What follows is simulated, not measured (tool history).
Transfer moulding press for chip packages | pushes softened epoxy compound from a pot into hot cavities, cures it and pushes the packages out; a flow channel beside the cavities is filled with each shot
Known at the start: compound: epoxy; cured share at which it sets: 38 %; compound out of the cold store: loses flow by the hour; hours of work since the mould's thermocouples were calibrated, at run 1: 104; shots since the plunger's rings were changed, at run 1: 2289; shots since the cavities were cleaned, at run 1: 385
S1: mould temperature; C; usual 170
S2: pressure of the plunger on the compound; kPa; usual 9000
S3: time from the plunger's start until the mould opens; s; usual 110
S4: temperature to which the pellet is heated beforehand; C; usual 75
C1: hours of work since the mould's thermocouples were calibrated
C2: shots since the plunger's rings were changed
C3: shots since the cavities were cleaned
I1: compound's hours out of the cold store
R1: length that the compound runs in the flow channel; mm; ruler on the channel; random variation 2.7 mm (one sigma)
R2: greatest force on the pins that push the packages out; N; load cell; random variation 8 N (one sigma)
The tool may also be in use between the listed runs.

run   hour   S1     S2   S3  S4   C1    C2   C3    I1   R1   R2
  1    0.0  170   9000  110  75  104  2289  385  30.3  688  480
  2   11.0  170   9000   96  75  109  2368  464  13.1  737  699
  3   17.2  170   9000  110  75  112  2413  509  43.4  642  512
      22.5  -- cavities cleaned with cleaning compound and waxed
  4   30.5  170   9000  110  75  117  2497   57  11.1  742  372
  5   43.2  170   9000  110  75  122  2589  149  47.5  625  400
  6   54.9  170   9000  110  75  128  2674  234  36.2  657  445
  7   68.7  170   9000  110  75  134  2772  332  39.7  650  473
      75.6  -- plunger's sealing rings changed
  8   82.3  171   9000  110  75  139    48  412  42.6  662  439
  9   91.5  171   9000  110  75  143   115  479  35.9  685  475
     101.1  -- cavities cleaned with cleaning compound and waxed
 10  107.9  170   9000  110  70  149   222   49  22.0  730  376
 11  116.9  170   9000  110  78  153   287  114  34.4  689  400
 12  131.3  170   9000  110  75  160   391  218  38.3  674  419
 13  146.7  170   9000  110  75  167   502  329  24.9  719  469
 14  158.4  170  10700  110  75  172   586  413  28.3  767  516
 15  171.4  171   9000   95  75  178   679  506  33.3  688  665

Run 16 comes next. What will it give?
     178.0  -- cavities cleaned with cleaning compound and waxed
 16  181.8  171  9000  95  75  182  743  27  47.5   ?   ?

{"run 16": {"R1": 639, "R2": 421}}
Without the tool's hidden state the same run would have given R1 645 mm, R2 403 N.

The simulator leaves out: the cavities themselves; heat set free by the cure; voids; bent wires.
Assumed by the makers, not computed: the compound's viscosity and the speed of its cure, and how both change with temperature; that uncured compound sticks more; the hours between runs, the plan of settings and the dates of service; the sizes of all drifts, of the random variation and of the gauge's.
